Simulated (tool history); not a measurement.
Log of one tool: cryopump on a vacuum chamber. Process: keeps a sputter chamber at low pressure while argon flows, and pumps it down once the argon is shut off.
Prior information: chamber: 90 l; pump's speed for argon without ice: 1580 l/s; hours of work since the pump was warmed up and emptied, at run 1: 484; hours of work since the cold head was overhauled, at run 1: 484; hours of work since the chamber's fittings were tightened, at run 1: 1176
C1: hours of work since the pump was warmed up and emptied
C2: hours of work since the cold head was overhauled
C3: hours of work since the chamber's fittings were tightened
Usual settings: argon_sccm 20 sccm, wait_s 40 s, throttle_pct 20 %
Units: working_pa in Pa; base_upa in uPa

run 1 hour=0 | argon_sccm=20 wait_s=40 throttle_pct=20 | C1=484 C2=484 C3=1176 | working_pa=0.1097 base_upa=2.92
run 2 hour=7.4 | argon_sccm=20 wait_s=40 throttle_pct=20 | C1=491 C2=491 C3=1182 | working_pa=0.1096 base_upa=2.99
run 3 hour=14.1 | argon_sccm=23 wait_s=40 throttle_pct=20 | C1=496 C2=496 C3=1188 | working_pa=0.1276 base_upa=2.99
run 4 hour=20.8 | argon_sccm=20 wait_s=40 throttle_pct=20 | C1=502 C2=502 C3=1194 | working_pa=0.1105 base_upa=2.97
run 5 hour=29.1 | argon_sccm=20 wait_s=40 throttle_pct=20 | C1=509 C2=509 C3=1201 | working_pa=0.1102 base_upa=3.03
run 6 hour=36.1 | argon_sccm=20 wait_s=40 throttle_pct=20 | C1=515 C2=515 C3=1207 | working_pa=0.1098 base_upa=3.03
run 7 hour=42.8 | argon_sccm=20 wait_s=40 throttle_pct=20 | C1=520 C2=520 C3=1212 | working_pa=0.1109 base_upa=2.96
run 8 hour=53.9 | argon_sccm=20 wait_s=40 throttle_pct=20 | C1=530 C2=530 C3=1222 | working_pa=0.1113 base_upa=3.09
run 9 hour=66 | argon_sccm=20 wait_s=40 throttle_pct=20 | C1=540 C2=540 C3=1232 | working_pa=0.1111 base_upa=3.02
run 10 hour=74.2 | argon_sccm=20 wait_s=40 throttle_pct=20 | C1=547 C2=547 C3=1239 | working_pa=0.1107 base_upa=3
run 11 hour=83.9 | argon_sccm=20 wait_s=173 throttle_pct=20 | C1=555 C2=555 C3=1247 | working_pa=0.1106 base_upa=1.35
run 12 hour=98.3 | argon_sccm=20 wait_s=40 throttle_pct=20 | C1=567 C2=567 C3=1259 | working_pa=0.1104 base_upa=3.11
run 13 hour=108.7 | argon_sccm=20 wait_s=40 throttle_pct=20 | C1=576 C2=576 C3=1268 | working_pa=0.1113 base_upa=3.02
run 14 hour=115.5 | argon_sccm=20 wait_s=40 throttle_pct=20 | C1=582 C2=582 C3=1274 | working_pa=0.11 base_upa=2.96
run 15 hour=128.8 | argon_sccm=20 wait_s=44 throttle_pct=21 | C1=593 C2=593 C3=1285 | working_pa=0.1064 base_upa=2.92
run 16 hour=142.2 | argon_sccm=20 wait_s=65 throttle_pct=20 | C1=604 C2=604 C3=1296 | working_pa=0.1108 base_upa=2.24
run 17 hour=152.4 | argon_sccm=20 wait_s=65 throttle_pct=20 | C1=613 C2=613 C3=1305 | working_pa=0.1099 base_upa=2.31
run 18 hour=166.9 | argon_sccm=9 wait_s=57 throttle_pct=16 | C1=625 C2=625 C3=1317 | working_pa=0.0614 base_upa=2.47
run 19 hour=178.3 | argon_sccm=9 wait_s=57 throttle_pct=16 | C1=635 C2=635 C3=1326 | working_pa=0.0624 base_upa=2.38
run 20 hour=192.9 | argon_sccm=16 wait_s=139 throttle_pct=35 | C1=647 C2=647 C3=1339 | working_pa=0.0531 base_upa=1.54
run 21 hour=201.3 | argon_sccm=19 wait_s=42 throttle_pct=35 | C1=654 C2=654 C3=1346 | working_pa=0.0621 base_upa=3.01
-- hour=207.6 leaking fittings of the chamber tightened, without venting
run 22 hour=212.4 | argon_sccm=8 wait_s=42 throttle_pct=35 | C1=662 C2=662 C3=4 | working_pa=0.026 base_upa=2.33
run 23 hour=222.4 | argon_sccm=10 wait_s=239 throttle_pct=29 | C1=670 C2=670 C3=12 | working_pa=0.039 base_upa=0.58
run 24 hour=231.8 | argon_sccm=27 wait_s=239 throttle_pct=16 | C1=678 C2=678 C3=20 | working_pa=0.1859 base_upa=0.64
run 25 hour=240.3 | argon_sccm=27 wait_s=239 throttle_pct=16 | C1=685 C2=685 C3=28 | working_pa=0.1859 base_upa=0.6
run 26 hour=248.5 | argon_sccm=19 wait_s=130 throttle_pct=41 | C1=692 C2=692 C3=34 | working_pa=0.0541 base_upa=0.98
run 27 hour=255.1 | argon_sccm=19 wait_s=130 throttle_pct=20 | C1=698 C2=698 C3=40 | working_pa=0.1062 base_upa=0.93

Measured less the same run without the tool's hidden state. The same run-to-run variation is in both; the gauge's scatter may not be:
What the log doesn't record here: pump's speed, % of a pump's without ice; cold plate's temperature, K; leak into the chamber, uPa l/s; drift of the gauge itself on working_pa, %; drift of the gauge itself on base_upa, %.
run=1 working_pa=+0.003 base_upa=+0.6
run=2 working_pa=+0.0031 base_upa=+0.61
run=3 working_pa=+0.0036 base_upa=+0.61
run=4 working_pa=+0.0032 base_upa=+0.61
run=5 working_pa=+0.0032 base_upa=+0.63
run=6 working_pa=+0.0032 base_upa=+0.63
run=7 working_pa=+0.0033 base_upa=+0.62
run=8 working_pa=+0.0033 base_upa=+0.65
run=9 working_pa=+0.0035 base_upa=+0.65
run=10 working_pa=+0.0035 base_upa=+0.65
run=11 working_pa=+0.0036 base_upa=+0.67
run=12 working_pa=+0.0037 base_upa=+0.67
run=13 working_pa=+0.0037 base_upa=+0.67
run=14 working_pa=+0.0037 base_upa=+0.66
run=15 working_pa=+0.0038 base_upa=+0.7
run=16 working_pa=+0.004 base_upa=+0.71
run=17 working_pa=+0.004 base_upa=+0.73
run=18 working_pa=+0.0018 base_upa=+0.72
run=19 working_pa=+0.0019 base_upa=+0.71
run=20 working_pa=+0.0034 base_upa=+0.72
run=21 working_pa=+0.0041 base_upa=+0.73
run=22 working_pa=+0.0017 base_upa=+0.05
run=23 working_pa=+0.0023 base_upa=+0.07
run=24 working_pa=+0.0061 base_upa=+0.07
run=25 working_pa=+0.0062 base_upa=+0.07
run=26 working_pa=+0.0044 base_upa=+0.08
run=27 working_pa=+0.0044 base_upa=+0.07
